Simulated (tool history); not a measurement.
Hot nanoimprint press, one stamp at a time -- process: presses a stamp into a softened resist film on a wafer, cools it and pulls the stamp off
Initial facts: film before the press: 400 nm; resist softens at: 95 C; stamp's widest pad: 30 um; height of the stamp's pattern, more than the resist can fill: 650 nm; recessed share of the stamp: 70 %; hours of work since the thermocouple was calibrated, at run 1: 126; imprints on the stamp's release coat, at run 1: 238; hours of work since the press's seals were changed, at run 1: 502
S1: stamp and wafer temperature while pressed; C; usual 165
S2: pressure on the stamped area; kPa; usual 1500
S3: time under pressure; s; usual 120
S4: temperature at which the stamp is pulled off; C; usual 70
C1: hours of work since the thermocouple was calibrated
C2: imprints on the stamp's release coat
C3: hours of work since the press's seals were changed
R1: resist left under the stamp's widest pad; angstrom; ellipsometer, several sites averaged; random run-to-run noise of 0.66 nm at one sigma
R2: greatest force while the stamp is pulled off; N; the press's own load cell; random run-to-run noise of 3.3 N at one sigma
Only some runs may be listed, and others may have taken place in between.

run	hour	S1	S2	S3	S4	C1	C2	C3	R1	R2
1	0	165	1500	120	70	126	238	502	1676	165
2	39.3	165	1500	64	70	146	366	522	2108	167
3	74.1	165	1500	64	70	164	479	540	2093	177
4	104.4	165	1500	120	70	179	578	556	1674	176
5	130.9	165	1500	120	70	193	664	569	1682	181
6	153.7	165	1500	120	70	205	738	581	1694	184
7	179.5	165	1500	120	70	218	822	594	1686	185
8	200.1	165	1500	120	70	229	889	605	1697	185
9	241.2	165	1500	73	70	250	1024	626	2028	207
10	281.7	165	1500	120	70	270	1155	647	1708	211
# hour 309.7: plate thermocouple calibrated
11	327.2	165	1500	120	70	9	1294	668	1718	201
12	359.6	165	1500	120	70	26	1399	685	1729	213
13	381.4	165	1500	120	70	37	1470	696	1722	212
14	419.8	165	1500	120	70	56	1595	716	1722	217
15	455.2	165	1500	120	70	75	1711	734	1729	217
16	477	162	1500	80	74	86	1782	745	2312	204
17	495.2	162	1500	80	74	95	1841	755	2306	202
18	538.4	162	1500	80	74	117	1982	777	2330	215
19	560.3	160	1540	100	74	129	2053	788	2344	220
# hour 569.5: plate thermocouple calibrated, once more
20	593.1	160	990	104	74	12	2150	803	2596	217
21	620	160	2060	145	74	26	2238	817	1745	219
22	644.2	160	2060	145	74	38	2317	830	1749	228
23	677.2	160	1500	62	61	55	2424	846	2617	323
# hour 685.8: stamp cleaned and given a new release coat
24	722.5	165	1500	120	60	75	119	867	1661	208
25	761.2	165	1280	120	77	95	245	886	1771	138
26	781.8	165	1280	120	77	106	313	897	1783	134
27	804.7	165	1280	120	67	118	387	909	1787	184
28	823.7	163	2140	74	64	127	449	919	1897	203
29	861.5	174	2140	74	64	147	572	938	1068	206
30	888.9	174	1860	121	64	161	662	952	940	220

What if the next run were any one of these 3? Each begins from the tool's condition after run 30:
A	925	165	1500	80	70	179	779	971	?	?
B	925	170	1860	154	70	179	779	971	?	?
C	925	174	1860	185	64	179	779	971	?	?

run	R1	R2
A	1959	189
B	1054	184
C	778	215
Without the tool's unlogged condition, the same runs would have read:
run	R1	R2
A	1895	159
B	1006	155
C	743	181
